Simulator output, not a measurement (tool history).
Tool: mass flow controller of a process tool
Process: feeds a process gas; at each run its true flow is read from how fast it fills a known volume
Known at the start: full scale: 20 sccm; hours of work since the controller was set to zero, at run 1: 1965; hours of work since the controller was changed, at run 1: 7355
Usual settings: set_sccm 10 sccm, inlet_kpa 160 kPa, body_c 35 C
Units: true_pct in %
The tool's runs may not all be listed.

run,day,set_sccm,inlet_kpa,body_c,hours of work since the controller was set to zero,hours of work since the controller was changed,true_pct
1,0.000,10,160,35,1965,7355,100.88
2,14.275,10,160,35,2173,7563,100.91
3,25.308,10,160,35,2334,7724,100.82
4,44.433,2,160,35,2613,8003,100.44
5,58.717,2,160,35,2821,8212,100.70
6,69.229,2,160,35,2975,8365,100.73
7,90.571,13,160,35,3286,8676,101.44
8,105.338,10,160,39,3501,8892,101.87
9,115.900,13,260,31,3655,9046,100.51
10,131.946,10,160,38,3890,9280,101.85
11,154.108,10,160,26,4213,9603,100.49
12,171.438,10,248,26,4466,9856,100.20
13,189.354,10,160,35,4727,10118,101.67
# day 201.688: controller exchanged for a calibrated one
14,203.438,10,160,35,26,26,101.80
15,219.375,3,247,26,258,258,99.87

Measured less the same run without the tool's hidden state. The same run-to-run variation is in both; the gauge's scatter may not be:
The hidden state here: flow at rest that the sensor doesn't see, % of full scale; true flow over the shown one, %; drift of the gauge itself on true_pct, %.
run,true_pct
1,+0.03
2,+0.10
3,+0.15
4,+0.23
5,+0.30
6,+0.34
7,+0.47
8,+0.55
9,+0.59
10,+0.67
11,+0.76
12,+0.85
13,+0.95
14,+0.98
15,+1.03

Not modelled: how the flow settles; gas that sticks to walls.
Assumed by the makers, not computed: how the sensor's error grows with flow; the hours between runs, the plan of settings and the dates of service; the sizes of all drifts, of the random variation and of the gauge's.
